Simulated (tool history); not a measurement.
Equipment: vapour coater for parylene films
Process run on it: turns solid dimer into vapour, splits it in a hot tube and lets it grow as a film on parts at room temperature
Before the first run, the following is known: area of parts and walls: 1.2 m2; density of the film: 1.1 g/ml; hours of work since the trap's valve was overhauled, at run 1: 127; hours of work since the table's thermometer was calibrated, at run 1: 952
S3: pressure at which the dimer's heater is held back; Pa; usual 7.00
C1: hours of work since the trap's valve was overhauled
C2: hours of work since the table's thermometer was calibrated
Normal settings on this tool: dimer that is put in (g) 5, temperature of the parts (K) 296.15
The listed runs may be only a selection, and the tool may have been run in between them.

run 1 hour=0.0 | dimer_that_is_put_in_(g)=5 temperature_of_the_parts_(K)=296.15 S3=7.00 | C1=127 C2=952 | thickness_of_the_film_(um)=2.40
run 2 hour=47.9 | dimer_that_is_put_in_(g)=3 temperature_of_the_parts_(K)=296.15 S3=7.00 | C1=152 C2=976 | thickness_of_the_film_(um)=1.47
run 3 hour=83.7 | dimer_that_is_put_in_(g)=3 temperature_of_the_parts_(K)=296.15 S3=7.00 | C1=171 C2=995 | thickness_of_the_film_(um)=1.41
run 4 hour=146.5 | dimer_that_is_put_in_(g)=3 temperature_of_the_parts_(K)=296.15 S3=7.00 | C1=203 C2=1028 | thickness_of_the_film_(um)=1.42
run 5 hour=216.8 | dimer_that_is_put_in_(g)=5 temperature_of_the_parts_(K)=296.15 S3=7.00 | C1=240 C2=1064 | thickness_of_the_film_(um)=2.29
run 6 hour=253.0 | dimer_that_is_put_in_(g)=5 temperature_of_the_parts_(K)=296.15 S3=3.94 | C1=259 C2=1083 | thickness_of_the_film_(um)=2.55
run 7 hour=287.5 | dimer_that_is_put_in_(g)=5 temperature_of_the_parts_(K)=296.15 S3=3.31 | C1=277 C2=1101 | thickness_of_the_film_(um)=2.70
-- hour=342.4 trap's valve overhauled
run 8 hour=348.3 | dimer_that_is_put_in_(g)=5 temperature_of_the_parts_(K)=296.15 S3=7.00 | C1=3 C2=1131 | thickness_of_the_film_(um)=2.29
run 9 hour=405.3 | dimer_that_is_put_in_(g)=3 temperature_of_the_parts_(K)=296.15 S3=7.00 | C1=33 C2=1160 | thickness_of_the_film_(um)=1.29
run 10 hour=475.1 | dimer_that_is_put_in_(g)=3 temperature_of_the_parts_(K)=296.15 S3=7.00 | C1=69 C2=1197 | thickness_of_the_film_(um)=1.32
-- hour=519.8 trap's valve overhauled, once more
run 11 hour=548.2 | dimer_that_is_put_in_(g)=5 temperature_of_the_parts_(K)=296.15 S3=7.00 | C1=15 C2=1233 | thickness_of_the_film_(um)=2.48
run 12 hour=617.5 | dimer_that_is_put_in_(g)=5 temperature_of_the_parts_(K)=300.15 S3=7.00 | C1=51 C2=1269 | thickness_of_the_film_(um)=2.21
run 13 hour=659.3 | dimer_that_is_put_in_(g)=5 temperature_of_the_parts_(K)=296.15 S3=5.41 | C1=73 C2=1291 | thickness_of_the_film_(um)=2.54
run 14 hour=693.1 | dimer_that_is_put_in_(g)=5 temperature_of_the_parts_(K)=296.15 S3=5.41 | C1=90 C2=1308 | thickness_of_the_film_(um)=2.56
run 15 hour=728.5 | dimer_that_is_put_in_(g)=4 temperature_of_the_parts_(K)=296.15 S3=7.00 | C1=109 C2=1327 | thickness_of_the_film_(um)=1.97
run 16 hour=775.7 | dimer_that_is_put_in_(g)=4 temperature_of_the_parts_(K)=296.15 S3=7.00 | C1=133 C2=1351 | thickness_of_the_film_(um)=1.86
run 17 hour=814.8 | dimer_that_is_put_in_(g)=2 temperature_of_the_parts_(K)=296.15 S3=7.00 | C1=154 C2=1371 | thickness_of_the_film_(um)=0.93
run 18 hour=881.1 | dimer_that_is_put_in_(g)=2 temperature_of_the_parts_(K)=296.15 S3=7.00 | C1=188 C2=1406 | thickness_of_the_film_(um)=0.92
run 19 hour=940.2 | dimer_that_is_put_in_(g)=2 temperature_of_the_parts_(K)=296.15 S3=7.00 | C1=219 C2=1437 | thickness_of_the_film_(um)=0.94
run 20 hour=994.3 | dimer_that_is_put_in_(g)=5 temperature_of_the_parts_(K)=289.15 S3=7.00 | C1=247 C2=1465 | thickness_of_the_film_(um)=2.77
run 21 hour=1051.2 | dimer_that_is_put_in_(g)=4 temperature_of_the_parts_(K)=295.15 S3=4.03 | C1=277 C2=1494 | thickness_of_the_film_(um)=2.09
-- hour=1104.0 trap's valve overhauled
run 22 hour=1128.0 | dimer_that_is_put_in_(g)=2 temperature_of_the_parts_(K)=288.15 S3=3.52 | C1=13 C2=1532 | thickness_of_the_film_(um)=1.37
run 23 hour=1179.9 | dimer_that_is_put_in_(g)=2 temperature_of_the_parts_(K)=294.15 S3=8.96 | C1=39 C2=1559 | thickness_of_the_film_(um)=0.97
run 24 hour=1236.2 | dimer_that_is_put_in_(g)=5 temperature_of_the_parts_(K)=291.15 S3=5.89 | C1=69 C2=1589 | thickness_of_the_film_(um)=2.85
run 25 hour=1272.9 | dimer_that_is_put_in_(g)=2 temperature_of_the_parts_(K)=290.15 S3=9.07 | C1=88 C2=1608 | thickness_of_the_film_(um)=1.05
run 26 hour=1319.1 | dimer_that_is_put_in_(g)=3 temperature_of_the_parts_(K)=306.15 S3=7.00 | C1=112 C2=1632 | thickness_of_the_film_(um)=1.17
run 27 hour=1393.5 | dimer_that_is_put_in_(g)=5 temperature_of_the_parts_(K)=293.15 S3=10.25 | C1=151 C2=1671 | thickness_of_the_film_(um)=2.37

Predict the results of run 28:
-- hour=1413.4 table's thermometer calibrated
run 28 hour=1446.2 | dimer_that_is_put_in_(g)=3 temperature_of_the_parts_(K)=304.15 S3=2.02 | C1=178 C2=17 | thickness_of_the_film_(um)=?

thickness of the film (um): 1.48
Were there no unlogged condition in the tool, this run, its random variation unchanged, would have produced thickness of the film (um) 1.58.
